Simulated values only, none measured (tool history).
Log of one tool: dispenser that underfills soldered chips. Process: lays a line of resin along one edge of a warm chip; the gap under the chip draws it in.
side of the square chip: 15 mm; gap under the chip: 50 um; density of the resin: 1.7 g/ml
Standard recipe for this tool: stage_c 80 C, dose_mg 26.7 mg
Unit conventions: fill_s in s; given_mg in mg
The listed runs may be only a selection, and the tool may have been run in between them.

Run 1, hour 0: usual settings. Result: fill_s 259 s, given_mg 26.34 mg.
Run 2, hour 6.6: usual settings but stage_c 67 C. Result: fill_s 560.3 s, given_mg 26.49 mg.
At hour 8.8: new syringe of resin.
Run 3, hour 13.1: usual settings. Result: fill_s 212.5 s, given_mg 26.24 mg.
Run 4, hour 18: usual settings but stage_c 68 C. Result: fill_s 421.7 s, given_mg 26.02 mg.
Run 5, hour 21.8: usual settings but stage_c 89 C. Result: fill_s 202.3 s, given_mg 25.97 mg.
At hour 26.6: new syringe of resin.
Run 6, hour 28.9: usual settings but stage_c 89 C. Result: fill_s 137.6 s, given_mg 25.89 mg.
Run 7, hour 34.4: usual settings but stage_c 89 C. Result: fill_s 165.7 s, given_mg 26.08 mg.
Run 8, hour 37.7: usual settings but stage_c 89 C. Result: fill_s 188.8 s, given_mg 26.05 mg.
Run 9, hour 42.2: usual settings but dose_mg 34.3 mg. Result: fill_s 300.4 s, given_mg 33.47 mg.
At hour 44.2: new syringe of resin.
Run 10, hour 48.3: usual settings but dose_mg 34.3 mg. Result: fill_s 205.5 s, given_mg 33.51 mg.
Run 11, hour 54.1: usual settings but stage_c 74 C, dose_mg 34.3 mg. Result: fill_s 321 s, given_mg 32.95 mg.
Run 12, hour 58.9: usual settings but dose_mg 24.3 mg. Result: fill_s 317.6 s, given_mg 23.46 mg.
At hour 61.9: new syringe of resin.
At hour 65: dispensing valve cleaned and set on the balance.
Run 13, hour 65.9: usual settings but dose_mg 24.3 mg. Result: fill_s 209.2 s, given_mg 24.24 mg.
Run 14, hour 69.2: usual settings but dose_mg 24.3 mg. Result: fill_s 234.4 s, given_mg 24.22 mg.
Run 15, hour 75.4: usual settings but stage_c 88 C, dose_mg 32 mg. Result: fill_s 200.3 s, given_mg 31.86 mg.
At hour 81.1: new syringe of resin.
Run 16, hour 81.4: usual settings but stage_c 74 C, dose_mg 27.6 mg. Result: fill_s 239.7 s, given_mg 27.6 mg.
Run 17, hour 85: usual settings but stage_c 72 C. Result: fill_s 300.6 s, given_mg 26.51 mg.
Run 18, hour 91.5: usual settings but stage_c 72 C. Result: fill_s 371.2 s, given_mg 26.39 mg.
Run 19, hour 94.6: usual settings but stage_c 72 C. Result: fill_s 408.4 s, given_mg 26.36 mg.
Run 20, hour 97.5: usual settings but stage_c 72 C. Result: fill_s 460.1 s, given_mg 26.49 mg.
At hour 98.9: new syringe of resin.
Run 21, hour 101.7: usual settings but stage_c 76 C, dose_mg 28.5 mg. Result: fill_s 238 s, given_mg 28.24 mg.
Run 22, hour 107.4: usual settings but stage_c 76 C, dose_mg 28.5 mg. Result: fill_s 283.7 s, given_mg 28.11 mg.
Run 23, hour 113.9: usual settings but stage_c 84 C, dose_mg 31.8 mg. Result: fill_s 253.9 s, given_mg 31.19 mg.
At hour 116.6: new syringe of resin.
Run 24, hour 118.5: usual settings but stage_c 65 C, dose_mg 33.4 mg. Result: fill_s 366.6 s, given_mg 32.9 mg.
Run 25, hour 125.3: usual settings but stage_c 92 C. Result: fill_s 154.8 s, given_mg 26.37 mg.
Run 26, hour 129.2: usual settings but stage_c 92 C. Result: fill_s 175.7 s, given_mg 26.16 mg.

3 options for the next run, each taken on its own from the tool as it stands now. Forecast them:
Run A, hour 133: usual settings but stage_c 82 C, dose_mg 33.4 mg. Result: fill_s ?, given_mg ?.
Run B, hour 133: usual settings but stage_c 82 C, dose_mg 32.3 mg. Result: fill_s ?, given_mg ?.
Run C, hour 133: usual settings but stage_c 72 C, dose_mg 30.7 mg. Result: fill_s ?, given_mg ?.

run  fill_s  given_mg
  A   293.2     32.52
  B   291.6     31.61
  C   440.9     30.02
With the hidden condition removed and each run's random variation left untouched, the same runs would have given:
run  fill_s  given_mg
  A   168.2     33.27
  B   167.3     32.35
  C   253.2     30.72
